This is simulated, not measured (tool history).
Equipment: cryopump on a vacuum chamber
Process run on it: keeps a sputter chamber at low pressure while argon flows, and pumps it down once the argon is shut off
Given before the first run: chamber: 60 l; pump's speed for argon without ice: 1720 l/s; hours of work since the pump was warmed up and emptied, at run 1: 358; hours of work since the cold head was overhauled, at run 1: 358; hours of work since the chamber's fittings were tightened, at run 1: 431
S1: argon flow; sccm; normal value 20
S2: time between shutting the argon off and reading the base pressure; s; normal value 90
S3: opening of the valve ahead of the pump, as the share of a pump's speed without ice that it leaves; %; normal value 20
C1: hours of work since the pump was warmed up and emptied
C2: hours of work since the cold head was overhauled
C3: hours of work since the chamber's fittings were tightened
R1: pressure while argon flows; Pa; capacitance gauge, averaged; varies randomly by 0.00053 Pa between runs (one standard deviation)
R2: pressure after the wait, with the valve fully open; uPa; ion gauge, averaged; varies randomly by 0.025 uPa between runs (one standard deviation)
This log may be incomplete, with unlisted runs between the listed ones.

run	hour	S1	S2	S3	C1	C2	C3	R1	R2
1	0	20	90	20	358	358	431	0.101	1.66
2	21.9	23	90	20	372	372	445	0.1163	1.52
3	62.6	20	90	15	399	399	472	0.1338	1.62
4	98	20	90	15	422	422	495	0.1335	1.66
5	118.3	20	90	15	435	435	508	0.135	1.69
6	154.2	20	90	15	458	458	531	0.1332	1.71
7	189.3	20	90	20	481	481	554	0.1017	1.71
8	225	20	90	20	504	504	577	0.102	1.78
9	260.7	20	90	20	527	527	600	0.1023	1.74
10	278.2	20	90	28	539	539	612	0.0749	1.82
11	299.5	20	90	28	553	553	625	0.0741	1.83
12	331.5	20	90	28	573	573	646	0.0746	1.84
13	356.5	20	90	28	590	590	662	0.0739	1.89
14	394.2	20	69	20	614	614	687	0.1021	2.17
15	422.9	20	90	19	633	633	705	0.108	1.88
16	460.5	20	90	19	657	657	730	0.1089	1.96

Run 17 has not been measured yet. What should we expect?
17	499.7	13	90	20	683	683	755	?	?

Run 17 yielded R1 0.0675 Pa, R2 2.06 uPa.
Without the tool's hidden state the same run would have given R1 0.0642 Pa, R2 0.97 uPa.
